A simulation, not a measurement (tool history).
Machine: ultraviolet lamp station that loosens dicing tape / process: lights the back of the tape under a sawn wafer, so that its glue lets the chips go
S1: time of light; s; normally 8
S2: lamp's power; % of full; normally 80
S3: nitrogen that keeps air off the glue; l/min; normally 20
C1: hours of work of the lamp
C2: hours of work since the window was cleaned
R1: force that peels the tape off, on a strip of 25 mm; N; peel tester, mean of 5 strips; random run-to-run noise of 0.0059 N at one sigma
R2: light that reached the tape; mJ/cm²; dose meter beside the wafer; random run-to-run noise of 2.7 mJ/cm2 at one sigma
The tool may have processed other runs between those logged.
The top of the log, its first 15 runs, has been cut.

{"run": 16, "hour": 113.1, "S1": 8, "S2": 80, "S3": 31, "C1": 66, "C2": 458, "R1": 0.168, "R2": 298}
{"run": 17, "hour": 120.7, "S1": 8, "S2": 80, "S3": 31, "C1": 70, "C2": 462, "R1": 0.163, "R2": 297}
{"run": 18, "hour": 124.9, "S1": 8, "S2": 80, "S3": 31, "C1": 72, "C2": 464, "R1": 0.166, "R2": 296}
{"run": 19, "hour": 129.6, "S1": 8, "S2": 89, "S3": 20, "C1": 74, "C2": 466, "R1": 0.175, "R2": 328}
{"run": 20, "hour": 133.7, "S1": 8, "S2": 89, "S3": 20, "C1": 76, "C2": 467, "R1": 0.179, "R2": 329}
{"run": 21, "hour": 142.7, "S1": 8, "S2": 80, "S3": 20, "C1": 80, "C2": 471, "R1": 0.214, "R2": 297}
{"run": 22, "hour": 150.2, "S1": 4, "S2": 80, "S3": 20, "C1": 83, "C2": 475, "R1": 0.771, "R2": 149}
{"run": 23, "hour": 156.2, "S1": 5, "S2": 66, "S3": 20, "C1": 86, "C2": 477, "R1": 0.756, "R2": 146}
{"run": 24, "hour": 165.3, "S1": 5, "S2": 69, "S3": 37, "C1": 90, "C2": 481, "R1": 0.493, "R2": 156}
{"run": 25, "hour": 172.4, "S1": 8, "S2": 97, "S3": 20, "C1": 93, "C2": 485, "R1": 0.16, "R2": 354}
{"run": 26, "hour": 181.1, "S1": 8, "S2": 97, "S3": 20, "C1": 97, "C2": 489, "R1": 0.154, "R2": 352}
{"run": 27, "hour": 190.1, "S1": 12, "S2": 96, "S3": 6, "C1": 101, "C2": 492, "R1": 0.18, "R2": 527}
{"run": 28, "hour": 197.7, "S1": 12, "S2": 77, "S3": 20, "C1": 104, "C2": 496, "R1": 0.127, "R2": 414}
{"run": 29, "hour": 202.4, "S1": 12, "S2": 87, "S3": 8, "C1": 106, "C2": 498, "R1": 0.185, "R2": 472}
{"run": 30, "hour": 210.5, "S1": 12, "S2": 87, "S3": 8, "C1": 110, "C2": 502, "R1": 0.187, "R2": 469}
{"hour": 211.6, "done": "window cleaned of glue's vapour"}
{"run": 31, "hour": 217.7, "S1": 7, "S2": 95, "S3": 15, "C1": 113, "C2": 3, "R1": 0.318, "R2": 274}
{"run": 32, "hour": 222.7, "S1": 13, "S2": 81, "S3": 13, "C1": 115, "C2": 5, "R1": 0.147, "R2": 434}
{"run": 33, "hour": 226.8, "S1": 9, "S2": 81, "S3": 13, "C1": 117, "C2": 7, "R1": 0.285, "R2": 306}
{"run": 34, "hour": 233.8, "S1": 16, "S2": 99, "S3": 12, "C1": 120, "C2": 10, "R1": 0.119, "R2": 650}
{"run": 35, "hour": 239.5, "S1": 16, "S2": 99, "S3": 12, "C1": 122, "C2": 12, "R1": 0.112, "R2": 651}
{"run": 36, "hour": 248.7, "S1": 10, "S2": 78, "S3": 23, "C1": 126, "C2": 16, "R1": 0.17, "R2": 324}
{"run": 37, "hour": 253.8, "S1": 14, "S2": 65, "S3": 23, "C1": 129, "C2": 19, "R1": 0.147, "R2": 375}
{"run": 38, "hour": 261.9, "S1": 8, "S2": 90, "S3": 15, "C1": 132, "C2": 22, "R1": 0.271, "R2": 292}
{"hour": 269.1, "done": "window cleaned of glue's vapour, once more"}
{"run": 39, "hour": 269.1, "S1": 5, "S2": 80, "S3": 20, "C1": 135, "C2": 0, "R1": 0.437, "R2": 206}

Run 40 is up next; what results do you expect?
{"run": 40, "hour": 275.4, "S1": 5, "S2": 80, "S3": 20, "C1": 138, "C2": 3, "R1": "?", "R2": "?"}

{"run 40": {"R1": 0.434, "R2": 203}}
The same run, on a tool lacking any hidden state, would have yielded R1 0.379 N, R2 218 mJ/cm².
